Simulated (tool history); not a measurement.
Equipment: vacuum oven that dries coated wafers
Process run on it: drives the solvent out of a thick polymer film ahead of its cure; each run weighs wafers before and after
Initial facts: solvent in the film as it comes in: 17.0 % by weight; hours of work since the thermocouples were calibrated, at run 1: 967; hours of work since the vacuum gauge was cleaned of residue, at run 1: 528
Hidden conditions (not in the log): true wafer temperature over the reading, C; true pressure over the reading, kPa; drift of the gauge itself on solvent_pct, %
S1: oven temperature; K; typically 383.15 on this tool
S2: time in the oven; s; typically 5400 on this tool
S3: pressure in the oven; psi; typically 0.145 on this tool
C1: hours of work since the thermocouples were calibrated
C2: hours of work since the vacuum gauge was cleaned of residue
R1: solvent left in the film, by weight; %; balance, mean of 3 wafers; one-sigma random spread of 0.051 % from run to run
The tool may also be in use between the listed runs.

run,hour,S1,S2,S3,C1,C2,R1
1,0,383.15,5400,0.145,967,528,0.78
2,23.9,383.15,5400,0.145,981,542,0.71
3,56.9,383.15,5400,0.55,1000,561,1.33
4,82.6,383.15,5400,0.55,1014,575,1.3
5,102.1,383.15,8940,0.55,1026,587,0.89
6,126.2,383.15,8940,0.55,1039,600,0.89
7,153.8,383.15,8940,0.55,1055,616,0.91
8,185.1,383.15,8940,0.55,1073,634,0.82
# hour 206.6: oven's thermocouples calibrated
9,215.1,383.15,8940,0.55,5,650,0.89
10,245.7,383.15,5400,0.145,22,668,0.74
11,269.4,383.15,5400,0.145,36,682,0.73
12,287.8,383.15,5400,0.145,47,692,0.72
13,302,383.15,5400,0.145,55,700,0.76
14,328.7,383.15,5400,0.145,70,716,0.75
15,359.7,383.15,5400,0.145,88,733,0.73
16,386.3,396.15,5400,0.145,103,749,0.15
17,416.2,396.15,5400,0.145,120,766,0.18
18,449.3,376.15,5400,0.145,139,785,2.06
19,474.4,383.15,5400,0.145,154,799,0.74
20,494.1,383.15,5400,0.145,165,811,0.73
21,514.4,383.15,5400,0.392,177,822,1.14
22,538,383.15,3780,0.145,190,836,1.69
23,568.5,383.15,5400,0.145,208,853,0.73
24,586.2,388.15,4740,0.102,218,863,0.37
25,600.8,398.15,5400,0.112,226,872,0
26,628.4,398.15,5400,0.112,242,888,0.11
27,647.5,388.15,9540,0.186,253,899,0.15
28,661.2,388.15,9540,0.186,261,907,0.28
29,691.6,372.15,5400,0.107,278,924,3.18
30,705.5,395.15,7200,0.132,286,932,0.11
31,721.8,395.15,7200,0.132,296,941,0.08
32,738.5,371.15,7200,0.325,305,951,2.81
33,755.6,380.15,2940,0.526,315,961,3.98
34,770.9,396.15,4620,0.458,324,969,0.5
35,802.6,396.15,8280,0.555,342,988,0.42
36,828.1,383.15,9420,0.441,357,1002,0.58
37,856.6,388.15,4260,0.309,373,1019,0.74
38,872.5,388.15,4260,0.309,382,1028,0.85
39,903.2,388.15,4260,0.309,400,1045,0.76
40,923.9,388.15,4260,0.309,412,1057,0.78
41,942.4,388.15,3360,0.511,422,1068,1.36
42,967.3,388.15,3360,0.511,437,1082,1.4
43,990.5,381.15,8220,0.351,450,1096,0.76
44,1010.7,377.15,8220,0.351,462,1107,1.13
45,1040.4,377.15,5160,0.351,479,1124,2.28
46,1067.5,377.15,3000,0.242,494,1140,4.51

Hidden condition of the tool, last listed run before each entry between runs versus first listed run after:
After run 8, before run 9: oven's thermocouples calibrated (hour 206.6)
  true wafer temperature over the reading, C: -0.12 -> -0.01

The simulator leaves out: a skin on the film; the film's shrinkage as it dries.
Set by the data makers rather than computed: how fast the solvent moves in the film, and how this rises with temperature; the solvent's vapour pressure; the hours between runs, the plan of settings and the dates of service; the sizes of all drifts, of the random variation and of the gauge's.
